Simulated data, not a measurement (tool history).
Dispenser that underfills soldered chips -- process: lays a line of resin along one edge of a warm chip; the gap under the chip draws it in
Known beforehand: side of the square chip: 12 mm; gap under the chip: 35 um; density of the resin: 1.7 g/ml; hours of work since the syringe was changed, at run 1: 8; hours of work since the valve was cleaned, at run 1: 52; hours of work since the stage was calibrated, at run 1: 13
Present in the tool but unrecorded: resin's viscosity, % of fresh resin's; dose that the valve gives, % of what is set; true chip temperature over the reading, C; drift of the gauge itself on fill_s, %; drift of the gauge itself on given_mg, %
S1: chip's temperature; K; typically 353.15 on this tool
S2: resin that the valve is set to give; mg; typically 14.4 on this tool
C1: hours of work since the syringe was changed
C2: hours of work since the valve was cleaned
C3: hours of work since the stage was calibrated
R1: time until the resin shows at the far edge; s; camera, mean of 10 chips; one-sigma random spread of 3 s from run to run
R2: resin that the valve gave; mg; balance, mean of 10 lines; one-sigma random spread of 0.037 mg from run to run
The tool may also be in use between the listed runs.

Run 1, hour 0.0: usual settings; C1 8; C2 52; C3 13. Result: R1 563.5 s, R2 13.86 mg.
At hour 2.6: new syringe of resin.
Run 2, hour 6.0: usual settings but S2 13.5 mg; C1 2; C2 56; C3 17. Result: R1 360.5 s, R2 13.02 mg.
Run 3, hour 15.4: usual settings but S2 13.5 mg; C1 9; C2 62; C3 23. Result: R1 591.9 s, R2 12.88 mg.
At hour 16.7: new syringe of resin.
At hour 24.9: dispensing valve cleaned and set on the balance.
Run 4, hour 25.4: usual settings; C1 5; C2 0; C3 29. Result: R1 439.0 s, R2 14.41 mg.
At hour 31.4: new syringe of resin.
Run 5, hour 33.8: usual settings; C1 2; C2 6; C3 35. Result: R1 333.1 s, R2 14.36 mg.
Run 6, hour 42.0: usual settings but S1 344.15 K; C1 7; C2 12; C3 41. Result: R1 808.9 s, R2 14.34 mg.
At hour 45.6: new syringe of resin.
Run 7, hour 49.5: usual settings but S1 344.15 K, S2 16.4 mg; C1 3; C2 17; C3 46. Result: R1 559.2 s, R2 16.24 mg.
Run 8, hour 57.5: usual settings but S1 344.15 K, S2 12.9 mg; C1 8; C2 22; C3 52. Result: R1 885.4 s, R2 12.77 mg.
At hour 59.9: new syringe of resin.
Run 9, hour 63.3: usual settings but S1 362.15 K; C1 2; C2 26; C3 55. Result: R1 224.9 s, R2 14.20 mg.
Run 10, hour 69.8: usual settings but S1 362.15 K; C1 7; C2 31; C3 60. Result: R1 316.4 s, R2 14.10 mg.
At hour 73.7: new syringe of resin.
Run 11, hour 80.6: usual settings but S1 362.15 K; C1 5; C2 38; C3 67. Result: R1 273.4 s, R2 14.03 mg.
Run 12, hour 86.1: usual settings; C1 9; C2 42; C3 71. Result: R1 574.2 s, R2 13.99 mg.
At hour 87.4: new syringe of resin.
Run 13, hour 96.8: usual settings; C1 7; C2 49; C3 78. Result: R1 481.0 s, R2 13.90 mg.
At hour 101.6: new syringe of resin.
Run 14, hour 101.6: usual settings but S2 12.3 mg; C1 0; C2 52; C3 82. Result: R1 298.6 s, R2 11.85 mg.
Run 15, hour 111.8: usual settings but S2 15.5 mg; C1 7; C2 60; C3 89. Result: R1 494.1 s, R2 14.88 mg.
At hour 116.1: new syringe of resin.
Run 16, hour 118.1: usual settings but S2 15.5 mg; C1 1; C2 64; C3 93. Result: R1 322.4 s, R2 14.83 mg.
At hour 124.7: dispensing valve cleaned and set on the balance.
Run 17, hour 124.7: usual settings but S2 15.5 mg; C1 5; C2 0; C3 97. Result: R1 431.8 s, R2 15.53 mg.
At hour 131.2: new syringe of resin.
Run 18, hour 135.9: usual settings but S1 359.15 K; C1 3; C2 8; C3 105. Result: R1 273.1 s, R2 14.39 mg.
At hour 145.2: new syringe of resin.
Run 19, hour 146.0: usual settings but S1 359.15 K; C1 1; C2 14; C3 111. Result: R1 217.9 s, R2 14.27 mg.
Run 20, hour 150.9: usual settings but S1 366.15 K, S2 17.3 mg; C1 4; C2 18; C3 115. Result: R1 204.9 s, R2 17.11 mg.
At hour 159.2: new syringe of resin.
Run 21, hour 160.0: usual settings but S1 346.15 K, S2 17.3 mg; C1 1; C2 24; C3 121. Result: R1 425.0 s, R2 17.03 mg.
Run 22, hour 166.4: usual settings but S1 355.15 K, S2 12.4 mg; C1 5; C2 29; C3 125. Result: R1 389.5 s, R2 12.16 mg.
Run 23, hour 172.0: usual settings but S1 344.15 K, S2 12.3 mg; C1 9; C2 33; C3 129. Result: R1 926.2 s, R2 12.03 mg.
At hour 173.0: new syringe of resin.
Run 24, hour 181.4: usual settings but S1 340.15 K, S2 17.0 mg; C1 6; C2 39; C3 136. Result: R1 863.0 s, R2 16.58 mg.
At hour 186.9: new syringe of resin.
Run 25, hour 190.6: usual settings but S1 356.15 K, S2 17.0 mg; C1 3; C2 45; C3 142. Result: R1 299.3 s, R2 16.50 mg.
Run 26, hour 195.1: usual settings but S1 367.15 K, S2 17.3 mg; C1 6; C2 48; C3 145. Result: R1 226.1 s, R2 16.83 mg.
At hour 201.1: new syringe of resin.
Run 27, hour 206.5: usual settings but S1 367.15 K, S2 17.3 mg; C1 4; C2 56; C3 153. Result: R1 193.3 s, R2 16.67 mg.
At hour 215.0: new syringe of resin.
Run 28, hour 215.0: usual settings but S1 365.15 K, S2 17.3 mg; C1 0; C2 62; C3 159. Result: R1 157.3 s, R2 16.63 mg.
At hour 224.4: dispensing valve cleaned and set on the balance.
Run 29, hour 226.3: usual settings but S1 344.15 K; C1 7; C2 1; C3 166. Result: R1 778.0 s, R2 14.34 mg.
At hour 230.2: new syringe of resin.
Run 30, hour 237.2: usual settings but S1 342.15 K, S2 14.1 mg; C1 5; C2 9; C3 173. Result: R1 723.6 s, R2 14.06 mg.
At hour 244.8: new syringe of resin.
Run 31, hour 245.8: usual settings but S1 366.15 K, S2 17.4 mg; C1 1; C2 15; C3 179. Result: R1 159.5 s, R2 17.21 mg.
Run 32, hour 255.5: usual settings but S1 366.15 K, S2 17.4 mg; C1 8; C2 21; C3 186. Result: R1 266.9 s, R2 17.14 mg.
At hour 259.1: new syringe of resin.
Run 33, hour 260.9: usual settings but S1 366.15 K, S2 13.2 mg; C1 1; C2 25; C3 189. Result: R1 169.7 s, R2 12.95 mg.
Run 34, hour 271.5: usual settings but S1 346.15 K, S2 13.2 mg; C1 9; C2 32; C3 197. Result: R1 793.2 s, R2 12.94 mg.

A few steps of R1 between consecutive runs. Split each: what settings, incoming material and random variation would produce without the hidden state, and what is left over for the hidden state, along with gauge scatter present in only one of the two compared results (measured, and without hidden state):
Run 8 -> 9: S1 344.15 -> 362.15, S2 12.9 -> 14.4, new syringe of resin. R1 -660.5 s: hidden state -374.1, all else -286.4.
Run 22 -> 23: S1 355.15 -> 344.15, S2 12.4 -> 12.3. R1 +536.7 s: hidden state +332.2, all else +204.5.
Run 28 -> 29: S1 365.15 -> 344.15, S2 17.3 -> 14.4, dispensing valve cleaned and set on the balance. R1 +620.7 s: hidden state +312.8, all else +307.9.
Run 33 -> 34: S1 366.15 -> 346.15. R1 +623.5 s: hidden state +356.6, all else +266.9.
